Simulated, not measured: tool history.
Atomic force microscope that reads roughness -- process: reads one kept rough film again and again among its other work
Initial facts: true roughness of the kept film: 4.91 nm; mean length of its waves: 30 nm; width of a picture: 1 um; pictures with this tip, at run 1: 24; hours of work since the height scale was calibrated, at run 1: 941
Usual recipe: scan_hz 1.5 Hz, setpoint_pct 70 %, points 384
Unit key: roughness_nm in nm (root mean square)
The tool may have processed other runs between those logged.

run	hour	scan_hz	setpoint_pct	points	pictures with this tip	hours of work since the height scale was calibrated	roughness_nm
1	0	1.5	70	384	24	941	4.086
2	46.2	1.5	70	384	76	968	3.846
3	92.3	1.5	70	603	127	994	3.656
4	133.5	1.5	70	603	173	1018	3.486
5	159.9	1.5	70	603	203	1033	3.396
6	191.6	1.5	57	603	238	1051	3.335
# hour 223.4: new tip fitted
7	240.5	1.5	57	603	19	1078	4.21
8	277.8	1.5	57	603	61	1100	3.995
9	321.8	1.5	57	603	110	1125	3.789
10	347.7	1.5	57	603	139	1140	3.661
11	370.3	1.5	57	603	164	1153	3.559
12	414.1	1.5	57	603	213	1178	3.373
13	449.9	1.87	74	603	253	1198	3.135
# hour 468: new tip fitted
14	485.6	1.87	74	603	19	1218	4.039
15	514.6	0.57	62	384	52	1235	4.091
16	539.7	0.57	62	384	80	1249	3.989
17	584.8	1.02	70	665	130	1275	3.698
18	628.5	1.5	63	788	179	1300	3.528
19	661.5	1.5	75	457	216	1319	3.292
20	703.5	1.96	66	942	263	1343	3.199
# hour 714.8: new tip fitted
21	727.2	1.96	66	942	14	1356	4.184

What if the next run were any one of these 5? Each begins from the tool's condition after run 21:
A	772.3	0.63	79	303	64	1382	?
B	772.3	1.23	78	436	64	1382	?
C	772.3	1.5	70	857	64	1382	?
D	772.3	0.64	57	708	64	1382	?
E	772.3	2.17	65	384	64	1382	?

run	roughness_nm
A	3.937
B	3.852
C	3.914
D	4.085
E	3.901
Without the tool's hidden state the same runs would have given:
run	roughness_nm
A	4.24
B	4.148
C	4.215
D	4.4
E	4.201

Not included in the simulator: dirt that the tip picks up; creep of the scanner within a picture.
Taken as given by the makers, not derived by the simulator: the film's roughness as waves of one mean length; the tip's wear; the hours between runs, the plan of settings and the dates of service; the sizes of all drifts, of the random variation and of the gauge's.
